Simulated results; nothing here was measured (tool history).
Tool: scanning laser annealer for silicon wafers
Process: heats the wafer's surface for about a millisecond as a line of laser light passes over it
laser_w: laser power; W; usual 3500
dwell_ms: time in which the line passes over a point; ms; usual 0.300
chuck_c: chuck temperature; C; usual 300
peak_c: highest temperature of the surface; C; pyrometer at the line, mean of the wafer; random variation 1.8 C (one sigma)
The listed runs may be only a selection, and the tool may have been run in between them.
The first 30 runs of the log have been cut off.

run   hour  laser_w  dwell_ms  chuck_c  hours of work since the window was cleaned  hours of work since the power meter was calibrated  hours of work since the optics were aligned  peak_c
 31  570.2     3500     0.337      300                                         701                                                 663                                           35    1025
 32  588.1     3524     0.262      300                                         711                                                 672                                           45     954
 33  601.7     3603     0.342      292                                         718                                                 680                                           52    1042
 34  620.9     3603     0.342      292                                         729                                                 690                                           63    1044
 35  632.8     3249     0.344      300                                         735                                                 697                                           69     983
 36  656.0     3249     0.344      300                                         748                                                 709                                           82     985
     672.7  -- window over the wafer cleaned
 37  677.0     3053     0.210      333                                           2                                                 720                                           92     854
 38  701.5     3053     0.210      333                                          16                                                 733                                          105     856
 39  717.3     3053     0.317      315                                          24                                                 741                                          114     949
 40  731.3     3136     0.370      322                                          32                                                 749                                          121    1023

3 ways to go on from here, each from the tool as it stands after run 40. What would each give?
  A  750.2     2990     0.235      311                                          42                                                 759                                          132       ?
  B  750.2     3052     0.254      300                                          42                                                 759                                          132       ?
  C  750.2     3330     0.300      300                                          42                                                 759                                          132       ?

run  peak_c
  A     853
  B     873
  C     970
The same runs, with their run-to-run variation unchanged, on a tool lacking any hidden condition would have given:
run  peak_c
  A     858
  B     878
  C     977
